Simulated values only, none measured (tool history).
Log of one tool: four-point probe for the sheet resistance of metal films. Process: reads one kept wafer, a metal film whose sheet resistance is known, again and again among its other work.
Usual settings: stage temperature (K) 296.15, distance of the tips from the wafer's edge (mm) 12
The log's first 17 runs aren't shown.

run    hour  stage temperature (K)  distance of the tips from the wafer's edge (mm)  sheet resistance as the instrument gives it (ohm/square)
 18   623.5                 292.15                                               12                                                  0.055665
      627.6  -- stage's thermometer calibrated
 19   663.2                 296.15                                               62                                                  0.055351
 20   692.1                 296.15                                               12                                                  0.055411
 21   736.2                 306.15                                               12                                                  0.054651
 22   763.1                 306.15                                               12                                                  0.054676
 23   794.7                 295.15                                                6                                                  0.055696
 24   827.1                 297.15                                               34                                                  0.055334
        852  -- stage's thermometer calibrated, once more
 25   852.3                 302.15                                               18                                                  0.054812
 26   880.3                 302.15                                               18                                                  0.054814
 27   926.6                 307.15                                                5                                                  0.054719
 28   968.9                 296.15                                               32                                                  0.055263
 29  1001.2                 296.15                                               62                                                  0.055273
 30  1055.3                 292.15                                               20                                                   0.05557
 31  1091.3                 294.15                                               26                                                  0.055452
 32  1124.4                 304.15                                               26                                                  0.054689
 33  1178.9                 304.15                                               26                                                  0.054708
 34  1224.6                 304.15                                               26                                                    0.0547
 35  1269.9                 303.15                                               26                                                   0.05479
 36  1300.1                 303.15                                               26                                                    0.0548
 37  1345.5                 295.15                                               71                                                  0.055434
 38    1398                 295.15                                               71                                                  0.055433
 39  1444.3                 305.15                                               16                                                  0.054697
 40  1472.6                 305.15                                               16                                                  0.054719
 41  1498.6                 294.15                                                8                                                  0.055604
 42  1537.4                 305.15                                               58                                                  0.054707

Forecast each of these 5 alternatives for the next run:
  A  1564.3                 307.15                                               58                                                         ?
  B  1564.3                 306.15                                               47                                                         ?
  C  1564.3                 299.15                                               34                                                         ?
  D  1564.3                 299.15                                               12                                                         ?
  E  1564.3                 305.15                                                9                                                         ?

run  sheet resistance as the instrument gives it (ohm/square)
  A                                                  0.054552
  B                                                  0.054609
  C                                                  0.055135
  D                                                   0.05517
  E                                                  0.054795
Without the tool's hidden state the same runs would have given:
run  sheet resistance as the instrument gives it (ohm/square)
  A                                                  0.053995
  B                                                  0.054052
  C                                                  0.054572
  D                                                  0.054606
  E                                                  0.054236
